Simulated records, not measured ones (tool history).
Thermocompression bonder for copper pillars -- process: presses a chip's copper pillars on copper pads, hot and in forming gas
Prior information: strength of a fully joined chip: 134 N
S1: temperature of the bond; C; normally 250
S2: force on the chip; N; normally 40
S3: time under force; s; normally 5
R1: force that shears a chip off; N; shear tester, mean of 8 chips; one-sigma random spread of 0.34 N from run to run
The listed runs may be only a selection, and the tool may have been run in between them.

Run 1, day 0.000: usual settings. Result: R1 84.6 N.
Run 2, day 1.383: usual settings. Result: R1 84.8 N.
Run 3, day 3.100: usual settings. Result: R1 84.8 N.
Run 4, day 4.262: usual settings but S1 255 C. Result: R1 88.3 N.
Run 5, day 5.379: usual settings but S1 255 C. Result: R1 88.8 N.
Run 6, day 6.658: usual settings but S1 255 C. Result: R1 88.2 N.
Run 7, day 8.450: usual settings. Result: R1 84.5 N.
Run 8, day 9.950: usual settings but S3 6 s. Result: R1 88.6 N.
Run 9, day 11.296: usual settings. Result: R1 84.1 N.
Run 10, day 12.738: usual settings. Result: R1 84.2 N.
At day 13.671: heater calibrated with a thermocouple chip.
Run 11, day 14.317: usual settings. Result: R1 83.7 N.
Run 12, day 15.538: usual settings. Result: R1 84.0 N.
Run 13, day 16.454: usual settings. Result: R1 84.0 N.
Run 14, day 17.254: usual settings but S1 234 C, S3 11 s. Result: R1 87.9 N.
Run 15, day 18.442: usual settings but S1 228 C, S2 39 N, S3 8 s. Result: R1 73.6 N.
Run 16, day 20.096: usual settings but S1 270 C. Result: R1 100.8 N.
Run 17, day 21.429: usual settings but S1 270 C. Result: R1 100.0 N.
Run 18, day 22.308: usual settings but S1 270 C. Result: R1 100.4 N.
Run 19, day 23.242: usual settings but S1 270 C. Result: R1 100.2 N.
Run 20, day 24.246: usual settings but S1 254 C, S2 26 N. Result: R1 70.7 N.
Run 21, day 25.346: usual settings but S1 220 C, S3 4 s. Result: R1 51.8 N.
At day 26.054: forming gas filter changed.
Run 22, day 27.025: usual settings but S2 45 N, S3 8 s. Result: R1 98.4 N.
Run 23, day 27.958: usual settings but S2 45 N, S3 8 s. Result: R1 98.4 N.
Run 24, day 28.825: usual settings but S2 45 N, S3 8 s. Result: R1 99.1 N.
Run 25, day 29.992: usual settings but S1 251 C, S2 37 N. Result: R1 81.4 N.

Per-run results on a tool with no hidden state, each run keeping its own random variation:
What the log doesn't record here: true temperature of the bond over the reading, C; force that reaches the chip, % of what is set; oxide that the forming gas leaves, % of the face; drift of the gauge itself on shear_n, %.
run     R1
  1   84.3
  2   84.5
  3   84.6
  4   88.2
  5   88.7
  6   88.2
  7   84.5
  8   88.7
  9   84.2
 10   84.4
 11   84.1
 12   84.5
 13   84.5
 14   88.5
 15   74.1
 16  101.7
 17  100.9
 18  101.3
 19  101.2
 20   71.4
 21   52.3
 22   99.4
 23   99.4
 24  100.3
 25   82.4
